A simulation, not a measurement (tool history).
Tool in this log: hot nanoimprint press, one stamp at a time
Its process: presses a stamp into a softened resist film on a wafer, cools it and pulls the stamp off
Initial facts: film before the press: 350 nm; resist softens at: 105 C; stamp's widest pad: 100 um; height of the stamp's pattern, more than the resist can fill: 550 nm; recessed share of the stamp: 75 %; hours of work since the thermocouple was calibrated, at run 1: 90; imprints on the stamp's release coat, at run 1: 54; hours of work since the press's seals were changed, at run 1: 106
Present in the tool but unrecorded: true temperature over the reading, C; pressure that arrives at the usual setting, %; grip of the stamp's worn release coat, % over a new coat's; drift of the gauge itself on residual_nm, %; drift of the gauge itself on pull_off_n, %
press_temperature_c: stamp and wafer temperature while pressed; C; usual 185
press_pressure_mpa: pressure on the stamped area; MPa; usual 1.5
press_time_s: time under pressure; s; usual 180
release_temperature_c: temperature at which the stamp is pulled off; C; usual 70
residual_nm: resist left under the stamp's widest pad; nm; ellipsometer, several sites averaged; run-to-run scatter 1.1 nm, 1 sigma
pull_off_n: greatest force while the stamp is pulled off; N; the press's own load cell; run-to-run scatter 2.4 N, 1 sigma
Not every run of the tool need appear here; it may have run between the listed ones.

| run | hour | press_temperature_c | press_pressure_mpa | press_time_s | release_temperature_c | hours of work since the thermocouple was calibrated | imprints on the stamp's release coat | hours of work since the press's seals were changed | residual_nm | pull_off_n |
|---|---|---|---|---|---|---|---|---|---|---|
| 1 | 0 | 185 | 1.5 | 180 | 70 | 90 | 54 | 106 | 208.3 | 153 |
| 2 | 8.5 | 185 | 1.5 | 180 | 70 | 95 | 80 | 111 | 206.9 | 156 |
| 3 | 15.4 | 185 | 1.42 | 180 | 70 | 99 | 102 | 115 | 211 | 160 |
| 4 | 19.8 | 185 | 1.42 | 180 | 70 | 101 | 116 | 117 | 208.1 | 155 |
| 5 | 23.9 | 185 | 1.5 | 180 | 70 | 104 | 128 | 120 | 205.5 | 155 |
| 6 | 27.9 | 185 | 1.5 | 180 | 70 | 106 | 141 | 122 | 205.6 | 154 |
| 7 | 36.6 | 185 | 1.5 | 180 | 70 | 111 | 168 | 127 | 205 | 152 |
| 8 | 43.4 | 185 | 1.5 | 180 | 70 | 115 | 189 | 131 | 206.9 | 157 |
| 9 | 48.5 | 185 | 1.5 | 180 | 70 | 118 | 205 | 134 | 205.1 | 155 |
| 10 | 56.5 | 185 | 1.5 | 180 | 70 | 123 | 230 | 139 | 204.5 | 154 |
| 11 | 62.5 | 185 | 1.5 | 180 | 70 | 126 | 249 | 142 | 205.4 | 154 |
| 12 | 71.3 | 185 | 1.5 | 180 | 70 | 131 | 276 | 148 | 204.5 | 156 |
| 13 | 77.5 | 185 | 1.5 | 180 | 70 | 135 | 296 | 151 | 206 | 156 |
| 14 | 82 | 185 | 2.4 | 180 | 70 | 138 | 310 | 154 | 170.6 | 157 |
| 15 | 88.7 | 185 | 2.4 | 180 | 70 | 142 | 331 | 158 | 173.3 | 157 |
| 16 | 93.9 | 176 | 1.68 | 180 | 70 | 145 | 347 | 161 | 262.2 | 157 |
| 17 | 98.5 | 176 | 1.68 | 180 | 70 | 147 | 361 | 163 | 264.5 | 154 |
| 18 | 106.9 | 181 | 1.5 | 354 | 70 | 152 | 387 | 168 | 190.5 | 157 |
| 19 | 112.3 | 186 | 1.35 | 158 | 70 | 155 | 404 | 172 | 211.8 | 153 |
| 20 | 117 | 186 | 1.35 | 158 | 70 | 158 | 419 | 174 | 210.5 | 155 |
| 21 | 124.6 | 184 | 1.5 | 138 | 68 | 163 | 443 | 179 | 229.7 | 162 |
| 22 | 132.2 | 184 | 1.5 | 138 | 68 | 167 | 466 | 183 | 229 | 164 |
| 23 | 137.9 | 190 | 1.5 | 138 | 63 | 170 | 484 | 186 | 182.1 | 175 |
| 24 | 145.1 | 190 | 1.5 | 138 | 63 | 174 | 507 | 191 | 182.8 | 178 |
| 25 | 151.3 | 185 | 1.5 | 139 | 70 | 178 | 526 | 194 | 219 | 150 |
| 26 | 155.7 | 185 | 1.5 | 139 | 70 | 181 | 539 | 197 | 216.3 | 155 |
| 27 | 163 | 179 | 1.5 | 142 | 70 | 185 | 562 | 201 | 258.4 | 154 |
| 28 | 169.5 | 189 | 1.5 | 147 | 70 | 189 | 583 | 205 | 185.9 | 156 |
|  | 175.4 | gauge calibrated |
| 29 | 177.2 | 189 | 1.5 | 147 | 70 | 193 | 607 | 209 | 192 | 150 |

Branching from run 29: 5 alternative next runs. What would each branch give?
| A | 183.2 | 189 | 1.5 | 156 | 70 | 197 | 625 | 213 | ? | ? |
| B | 183.2 | 185 | 2.16 | 355 | 67 | 197 | 625 | 213 | ? | ? |
| C | 183.2 | 185 | 2.36 | 97 | 74 | 197 | 625 | 213 | ? | ? |
| D | 183.2 | 185 | 1.5 | 317 | 70 | 197 | 625 | 213 | ? | ? |
| E | 183.2 | 185 | 1.5 | 180 | 66 | 197 | 625 | 213 | ? | ? |

| run | residual_nm | pull_off_n |
|---|---|---|
| A | 188.2 | 157 |
| B | 138.4 | 162 |
| C | 217.6 | 145 |
| D | 169.1 | 153 |
| E | 206.9 | 169 |
Without the tool's unlogged condition, the same runs would have read:
| run | residual_nm | pull_off_n |
|---|---|---|
| A | 188.2 | 156 |
| B | 138.4 | 162 |
| C | 217.7 | 145 |
| D | 169.1 | 153 |
| E | 207 | 169 |
